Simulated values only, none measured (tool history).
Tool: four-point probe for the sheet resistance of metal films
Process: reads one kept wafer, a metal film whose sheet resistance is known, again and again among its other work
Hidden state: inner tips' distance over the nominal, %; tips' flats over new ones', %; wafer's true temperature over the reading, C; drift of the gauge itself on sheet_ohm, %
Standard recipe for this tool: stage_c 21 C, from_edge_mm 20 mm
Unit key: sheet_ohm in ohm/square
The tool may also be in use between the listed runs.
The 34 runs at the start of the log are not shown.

run    hour  stage_c  from_edge_mm  touches since the probe head was changed  hours of work since the stage's thermometer was calibrated  sheet_ohm
 35  1141.5       32            48                                     89197                                                        1308   7.752259
 36  1168.3       33            23                                     90582                                                        1325    7.75531
 37  1189.6       28            49                                     91686                                                        1338   7.759102
 38  1220.2       28            49                                     93268                                                        1357   7.761796
 39  1254.5       20             7                                     95038                                                        1378   7.802163
 40  1294.5       33             3                                     97111                                                        1402    7.93805
 41  1339.3       33             3                                     99424                                                        1430   7.936985
 42  1379.2       20            42                                    101488                                                        1454   7.776117
       1394  -- new probe head fitted
 43    1418       19             6                                      1243                                                        1478   7.760875
 44  1448.6       19             6                                      2823                                                        1496   7.759049
 45  1492.4       19             6                                      5091                                                        1523   7.759483

Forecast each of these 3 alternatives for the next run:
  A  1529.7       30            38                                      7017                                                        1546          ?
  B  1529.7       30             6                                      7017                                                        1546          ?
  C  1529.7       28             6                                      7017                                                        1546          ?

run  sheet_ohm
  A   7.702744
  B   7.750704
  C   7.753555
Without the tool's hidden state the same runs would have given:
run  sheet_ohm
  A   7.704648
  B   7.752623
  C   7.755515
